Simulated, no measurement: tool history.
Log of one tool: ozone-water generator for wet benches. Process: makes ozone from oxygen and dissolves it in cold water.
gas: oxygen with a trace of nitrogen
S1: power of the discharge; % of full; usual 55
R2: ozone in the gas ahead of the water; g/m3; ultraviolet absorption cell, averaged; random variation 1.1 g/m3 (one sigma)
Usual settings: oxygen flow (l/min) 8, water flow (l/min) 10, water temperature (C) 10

run 1 hour=0 | S1=55 oxygen_flow_(l/min)=8 water_flow_(l/min)=10 water_temperature_(C)=10 | dissolved_ozone_(ppm)=38.7 R2=174.6
run 2 hour=53.9 | S1=55 oxygen_flow_(l/min)=8 water_flow_(l/min)=10 water_temperature_(C)=10 | dissolved_ozone_(ppm)=39 R2=174.7
run 3 hour=158.4 | S1=55 oxygen_flow_(l/min)=8 water_flow_(l/min)=10 water_temperature_(C)=10 | dissolved_ozone_(ppm)=38.9 R2=174.6
run 4 hour=248.5 | S1=55 oxygen_flow_(l/min)=8 water_flow_(l/min)=10 water_temperature_(C)=10 | dissolved_ozone_(ppm)=38.6 R2=174.6
run 5 hour=323.4 | S1=55 oxygen_flow_(l/min)=8 water_flow_(l/min)=10 water_temperature_(C)=12 | dissolved_ozone_(ppm)=37.1 R2=174.6
run 6 hour=401.1 | S1=55 oxygen_flow_(l/min)=8 water_flow_(l/min)=10 water_temperature_(C)=12 | dissolved_ozone_(ppm)=37.1 R2=173
run 7 hour=496.6 | S1=99 oxygen_flow_(l/min)=8 water_flow_(l/min)=10 water_temperature_(C)=10 | dissolved_ozone_(ppm)=62.7 R2=280
run 8 hour=549.3 | S1=99 oxygen_flow_(l/min)=8 water_flow_(l/min)=10 water_temperature_(C)=10 | dissolved_ozone_(ppm)=62.7 R2=279.2
run 9 hour=601.1 | S1=99 oxygen_flow_(l/min)=8 water_flow_(l/min)=10 water_temperature_(C)=10 | dissolved_ozone_(ppm)=62.2 R2=280.8
run 10 hour=653.1 | S1=55 oxygen_flow_(l/min)=8 water_flow_(l/min)=10 water_temperature_(C)=10 | dissolved_ozone_(ppm)=38.6 R2=172.5
run 11 hour=744.6 | S1=55 oxygen_flow_(l/min)=8 water_flow_(l/min)=10 water_temperature_(C)=10 | dissolved_ozone_(ppm)=38.4 R2=169.7
run 12 hour=845.4 | S1=55 oxygen_flow_(l/min)=8.29 water_flow_(l/min)=10 water_temperature_(C)=10 | dissolved_ozone_(ppm)=37.7 R2=169.3
run 13 hour=944.2 | S1=55 oxygen_flow_(l/min)=8.29 water_flow_(l/min)=7 water_temperature_(C)=10 | dissolved_ozone_(ppm)=45.4 R2=166.8
-- hour=954.5 contactor cleaned
run 14 hour=1049.6 | S1=71 oxygen_flow_(l/min)=8 water_flow_(l/min)=10 water_temperature_(C)=10 | dissolved_ozone_(ppm)=46.7 R2=211.1
run 15 hour=1113.8 | S1=55 oxygen_flow_(l/min)=8 water_flow_(l/min)=10 water_temperature_(C)=10 | dissolved_ozone_(ppm)=37.2 R2=171.8
run 16 hour=1189.4 | S1=55 oxygen_flow_(l/min)=8 water_flow_(l/min)=10 water_temperature_(C)=10 | dissolved_ozone_(ppm)=37.5 R2=170.9
run 17 hour=1276.1 | S1=55 oxygen_flow_(l/min)=8 water_flow_(l/min)=6 water_temperature_(C)=10 | dissolved_ozone_(ppm)=47.9 R2=169.3
-- hour=1321.7 contactor cleaned, once more
run 18 hour=1334.1 | S1=63 oxygen_flow_(l/min)=8 water_flow_(l/min)=8 water_temperature_(C)=8 | dissolved_ozone_(ppm)=49.9 R2=192.4

Forecast run 19:
run 19 hour=1379.2 | S1=63 oxygen_flow_(l/min)=8 water_flow_(l/min)=8 water_temperature_(C)=8 | dissolved_ozone_(ppm)=? R2=?

dissolved ozone (ppm): 49.7
R2: 188.7 g/m3
Without the tool's hidden state the same run would have given dissolved ozone (ppm) 56.3, R2 211.6 g/m3.
